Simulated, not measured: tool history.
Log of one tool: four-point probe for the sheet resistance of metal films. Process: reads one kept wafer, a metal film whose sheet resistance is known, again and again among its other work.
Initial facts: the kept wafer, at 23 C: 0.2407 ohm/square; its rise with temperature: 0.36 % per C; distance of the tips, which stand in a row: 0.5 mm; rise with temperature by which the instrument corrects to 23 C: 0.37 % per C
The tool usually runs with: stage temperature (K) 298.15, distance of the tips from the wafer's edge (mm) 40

run	hour	stage temperature (K)	distance of the tips from the wafer's edge (mm)	sheet resistance as the instrument gives it (ohm/square)
1	0.0	298.15	40	0.238790
2	8.5	299.15	40	0.238765
3	20.9	299.15	40	0.238800
4	30.9	298.15	58	0.238835
5	43.8	298.15	58	0.238846
6	61.7	298.15	58	0.238845
7	78.3	304.15	40	0.238530
8	85.7	304.15	14	0.238756
9	94.9	304.15	14	0.238726
10	105.9	298.15	71	0.238725
11	117.4	298.15	11	0.238965
12	131.5	298.15	40	0.238723
13	140.0	306.15	40	0.238478
14	151.4	307.15	40	0.238499
15	163.8	307.15	40	0.238452
16	174.2	307.15	9	0.238763
17	187.6	307.15	9	0.238773
18	205.8	307.15	9	0.238768
19	215.5	293.15	40	0.238785
20	230.9	300.15	40	0.238613
21	241.3	300.15	40	0.238659
22	252.5	307.15	4	0.240396
23	261.2	306.15	13	0.238568
24	270.8	306.15	13	0.238577
25	280.7	298.15	11	0.238885
26	293.7	298.15	11	0.238820
27	305.2	299.15	15	0.238698
28	313.0	307.15	5	0.239493
29	329.4	295.15	17	0.238702
30	346.9	298.15	23	0.238613
31	364.0	298.15	53	0.238562
32	380.2	302.15	33	0.238423
33	389.6	302.15	33	0.238475
34	404.0	298.15	33	0.238526
35	414.9	294.15	28	0.238709
36	427.5	303.15	21	0.238397
37	443.4	303.15	21	0.238483
38	458.3	304.15	40	0.238429

How would selected steps in sheet resistance as the instrument gives it (ohm/square) from run to run divide? Give the signed amount a tool lacking its hidden state would still show from settings, what came in and random variation, and the signed amount left for the hidden state, including any gauge scatter that is not in both of the compared results.
Unlogged tool condition in this case: inner tips' distance over the nominal, %; tips' flats over new ones', %; wafer's true temperature over the reading, C; drift of the gauge itself on sheet_ohm, %.
Run 17 -> 18: nothing adjusted, nothing logged. sheet resistance as the instrument gives it (ohm/square) -0.000005: hidden state -0.000014, all else +0.000009.
Run 21 -> 22: stage temperature (K) 300.15 -> 307.15, distance of the tips from the wafer's edge (mm) 40 -> 4. sheet resistance as the instrument gives it (ohm/square) +0.001737: hidden state -0.000025, all else +0.001762.
Run 22 -> 23: stage temperature (K) 307.15 -> 306.15, distance of the tips from the wafer's edge (mm) 4 -> 13. sheet resistance as the instrument gives it (ohm/square) -0.001828: hidden state +0.000009, all else -0.001837.
Run 27 -> 28: stage temperature (K) 299.15 -> 307.15, distance of the tips from the wafer's edge (mm) 15 -> 5. sheet resistance as the instrument gives it (ohm/square) +0.000795: hidden state -0.000015, all else +0.000810.
